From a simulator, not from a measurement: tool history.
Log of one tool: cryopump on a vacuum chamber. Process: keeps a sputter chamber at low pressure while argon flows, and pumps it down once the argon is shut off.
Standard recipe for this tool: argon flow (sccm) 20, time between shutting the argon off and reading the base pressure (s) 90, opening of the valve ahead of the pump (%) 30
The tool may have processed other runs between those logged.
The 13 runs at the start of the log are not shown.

| run | hour | argon flow (sccm) | time between shutting the argon off and reading the base pressure (s) | opening of the valve ahead of the pump (%) | pressure while argon flows (Pa) | pressure after the wait (uPa) |
|---|---|---|---|---|---|---|
| 14 | 522.6 | 20 | 86 | 30 | 0.0548 | 0.74 |
| 15 | 555.3 | 20 | 90 | 30 | 0.0547 | 0.71 |
| 16 | 603.2 | 14 | 90 | 30 | 0.0376 | 0.73 |
| 17 | 654.8 | 14 | 90 | 30 | 0.0387 | 0.79 |
| 18 | 696.4 | 10 | 228 | 21 | 0.0381 | 0.63 |
| 19 | 736.9 | 20 | 250 | 39 | 0.0430 | 0.64 |
| 20 | 764.1 | 14 | 90 | 31 | 0.0368 | 0.83 |
| 21 | 796.2 | 10 | 90 | 18 | 0.0448 | 0.82 |
| 22 | 823.3 | 10 | 90 | 18 | 0.0449 | 0.77 |
| 23 | 882.3 | 33 | 157 | 30 | 0.0909 | 0.78 |
| 24 | 937.5 | 36 | 90 | 35 | 0.0872 | 0.84 |
| 25 | 972.0 | 36 | 213 | 30 | 0.0997 | 0.69 |

Run 26, settings as shown, results not yet in. Your forecast:
| 26 | 1001.7 | 21 | 23 | 25 | ? | ? |

{"run 26": {"pressure while argon flows (Pa)": 0.069, "pressure after the wait (uPa)": 1.66}}
If the tool had no hidden condition, the same run with the same run-to-run variation would have returned pressure while argon flows (Pa) 0.0651, pressure after the wait (uPa) 1.20.
